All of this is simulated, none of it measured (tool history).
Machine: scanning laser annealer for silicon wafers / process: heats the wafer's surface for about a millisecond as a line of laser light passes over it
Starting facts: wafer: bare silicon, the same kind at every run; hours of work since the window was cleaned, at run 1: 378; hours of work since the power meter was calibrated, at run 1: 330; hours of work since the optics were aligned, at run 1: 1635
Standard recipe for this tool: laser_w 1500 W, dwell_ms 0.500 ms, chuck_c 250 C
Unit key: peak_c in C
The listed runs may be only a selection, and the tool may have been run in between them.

run,hour,laser_w,dwell_ms,chuck_c,hours of work since the window was cleaned,hours of work since the power meter was calibrated,hours of work since the optics were aligned,peak_c
1,0.0,1500,0.500,250,378,330,1635,983
2,9.4,1500,0.365,250,385,337,1642,859
3,18.6,1500,0.520,250,392,344,1649,1000
4,29.7,1500,0.520,250,401,352,1658,997
5,43.3,1500,0.520,250,411,362,1668,997
6,54.3,1500,0.520,250,419,370,1676,1003
# hour 64.5: optics aligned, line set to its width
7,69.2,1500,0.520,250,427,378,4,1000
8,76.4,1500,0.520,232,432,383,9,979
9,83.9,1500,0.520,232,438,389,15,982
10,95.3,1500,0.520,232,446,398,23,982
11,106.0,1500,0.500,250,454,406,31,982
12,115.2,1500,0.500,250,461,413,38,986
13,125.4,1500,0.500,250,469,420,46,984
14,134.4,1364,0.500,250,476,427,53,909
15,147.0,1364,0.500,250,485,437,62,909
16,156.4,1500,0.500,250,492,444,69,982
17,168.5,1500,0.500,250,501,453,78,983
18,183.3,1405,0.500,250,513,464,89,934
19,189.9,1405,0.500,250,518,469,94,929
20,201.4,1500,0.500,250,526,477,103,983
21,209.9,1500,0.500,250,533,484,110,983
22,220.1,1500,0.440,274,540,492,117,952
23,231.7,1599,0.500,250,549,500,126,1037
24,237.9,1599,0.500,250,554,505,131,1039
25,249.9,1599,0.500,250,563,514,140,1041
26,265.1,1599,0.500,250,574,525,151,1038
27,276.2,1599,0.500,250,583,534,159,1034
28,288.8,1477,0.395,252,592,543,169,877
29,300.1,1464,0.616,252,601,552,177,1056
30,310.1,1464,0.368,211,608,559,185,804
31,324.1,1464,0.368,211,619,570,195,802
32,339.0,1453,0.500,250,630,581,207,959
33,345.5,1300,0.433,274,635,586,212,849
34,355.1,1350,0.500,235,642,593,219,881
35,370.1,1350,0.500,235,653,604,230,884
36,378.2,1496,0.500,231,659,611,236,963
37,386.7,1642,0.388,256,666,617,243,959
38,398.9,1642,0.413,289,675,626,252,1017
39,407.6,1319,0.530,257,681,633,258,909
40,418.1,1284,0.530,236,689,641,266,871
41,431.2,1482,0.530,235,699,650,276,980

3 options for the next run, each taken on its own from the tool as it stands now. Forecast them:
A,439.7,1525,0.461,212,706,657,282,?
B,439.7,1407,0.577,249,706,657,282,?
C,439.7,1344,0.530,228,706,657,282,?

run,peak_c
A,924
B,988
C,898
With no hidden state in the tool, these same runs would have given:
run,peak_c
A,925
B,989
C,899
